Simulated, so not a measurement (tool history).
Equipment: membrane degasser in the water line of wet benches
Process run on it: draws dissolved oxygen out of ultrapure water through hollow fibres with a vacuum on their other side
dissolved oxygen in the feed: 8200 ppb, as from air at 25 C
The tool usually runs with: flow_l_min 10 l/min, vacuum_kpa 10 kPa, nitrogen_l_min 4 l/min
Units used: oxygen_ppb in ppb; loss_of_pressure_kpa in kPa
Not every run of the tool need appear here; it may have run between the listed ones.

run      day  flow_l_min  vacuum_kpa  nitrogen_l_min  oxygen_ppb  loss_of_pressure_kpa
  1        0          10          10               4        43.5                 52.88
  2    4.162          10          10            3.86        45.2                 52.93
  3    8.854          10          10            2.09        81.8                 52.62
  4   13.471          14          10            2.09       113.8                  74.2
  5   16.758          10          10             2.9        59.5                 52.44
  6   20.892          10          10               4        45.3                 52.93
  7   24.496          10          10               4        45.5                 52.37
  8   29.225          10          10               4        44.7                 52.69
  9   34.138          10          10               4        44.2                 52.55
 10   36.617          10          10            7.44        24.8                 52.69
 11   39.021          13          10               4        60.6                 68.52
 12   42.992          13        11.5               4        71.2                  68.8
 13   47.658          13        11.5               4        71.1                 68.54
 14   52.471          13        12.6               4        79.7                 68.58
 15   57.088          13        12.6               4          80                  68.8
 16   60.588          13        12.6               4        80.3                 68.69
 17   63.617          10        11.6               4        53.9                 53.07
 18   68.354           8        22.9           10.31        39.4                  41.9
 19   70.817          10         7.5               4        29.3                 52.47
 20   74.938          10        13.3             1.8       137.2                 53.09
 21   79.633           8        13.3             1.8       108.8                 42.43
 22   83.371          11         8.8            3.72          43                 58.06
 23   85.854          14        11.9             2.7       115.5                 74.04
 24   90.538          14        11.9             2.7       116.3                 73.76
 25   92.625          11        11.9             2.7        89.5                 57.95
 26   95.275          11        11.9             2.7        88.5                 57.96
 27   99.096          11         9.5               4        45.1                  58.1
 28  102.329          10        21.9            6.48        74.4                 52.93
 29  106.983          10        21.9            6.48        71.6                 52.77
 30   111.85           8          17            5.81        48.6                 42.21
 31  116.062           8          17            5.81        48.9                    42
 32  118.842           9        10.3               4        40.4                 47.76

Between the runs listed above, the log contained 1 entry, not reproduced here. Where in the sequence does each belong, and how does what the log doesn't record of the tool's condition differ from the listed run before to the listed run after?
After run 23, before run 24: seals of the vacuum lines changed (day 89.95)
  air that leaks in behind the membrane, l/min: 0.0023 -> 0.002
